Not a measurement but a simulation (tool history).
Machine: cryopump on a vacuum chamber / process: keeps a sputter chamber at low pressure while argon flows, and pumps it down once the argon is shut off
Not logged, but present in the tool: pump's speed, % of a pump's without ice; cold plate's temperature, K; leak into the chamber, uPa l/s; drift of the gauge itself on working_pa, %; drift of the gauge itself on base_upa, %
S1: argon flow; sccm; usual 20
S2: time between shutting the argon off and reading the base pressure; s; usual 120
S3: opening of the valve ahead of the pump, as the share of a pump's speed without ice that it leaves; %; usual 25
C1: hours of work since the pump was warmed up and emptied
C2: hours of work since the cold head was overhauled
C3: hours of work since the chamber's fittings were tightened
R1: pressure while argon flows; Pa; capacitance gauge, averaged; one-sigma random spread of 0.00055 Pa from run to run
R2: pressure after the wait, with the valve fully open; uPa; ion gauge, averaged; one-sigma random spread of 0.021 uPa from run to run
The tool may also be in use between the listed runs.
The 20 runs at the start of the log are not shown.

| run | hour | S1 | S2 | S3 | C1 | C2 | C3 | R1 | R2 |
|---|---|---|---|---|---|---|---|---|---|
| 21 | 534.6 | 18 | 82 | 54 | 315 | 846 | 1636 | 0.0268 | 0.87 |
| 22 | 570.2 | 18 | 82 | 54 | 335 | 866 | 1657 | 0.0268 | 0.93 |
| 23 | 589.4 | 30 | 82 | 54 | 346 | 877 | 1668 | 0.0448 | 0.92 |
| 24 | 616.6 | 11 | 120 | 16 | 362 | 893 | 1683 | 0.0513 | 0.82 |
| 25 | 635.9 | 21 | 89 | 21 | 373 | 904 | 1694 | 0.0749 | 0.9 |
| 26 | 657.7 | 33 | 76 | 24 | 385 | 916 | 1707 | 0.1038 | 0.99 |
| 27 | 677.5 | 20 | 120 | 53 | 397 | 928 | 1718 | 0.0317 | 0.84 |
| 28 | 694 | 15 | 254 | 39 | 406 | 937 | 1728 | 0.0308 | 0.78 |
| 29 | 711.4 | 11 | 254 | 20 | 416 | 947 | 1738 | 0.0416 | 0.77 |
| 30 | 734.6 | 12 | 60 | 35 | 429 | 960 | 1751 | 0.027 | 1.15 |
| 31 | 765.1 | 18 | 127 | 16 | 447 | 978 | 1768 | 0.0838 | 0.86 |
| 32 | 791.5 | 18 | 127 | 16 | 462 | 993 | 1783 | 0.084 | 0.88 |

3 ways to go on from here, each from the tool as it stands after run 32. What would each give?
| A | 811.9 | 39 | 152 | 51 | 474 | 1004 | 1795 | ? | ? |
| B | 811.9 | 38 | 50 | 16 | 474 | 1004 | 1795 | ? | ? |
| C | 811.9 | 24 | 120 | 30 | 474 | 1004 | 1795 | ? | ? |

| run | R1 | R2 |
|---|---|---|
| A | 0.0637 | 0.86 |
| B | 0.1767 | 1.22 |
| C | 0.0633 | 0.96 |
Had the tool no hidden state, the same runs would have come out as:
| run | R1 | R2 |
|---|---|---|
| A | 0.0539 | 0.28 |
| B | 0.1672 | 0.64 |
| C | 0.0572 | 0.37 |
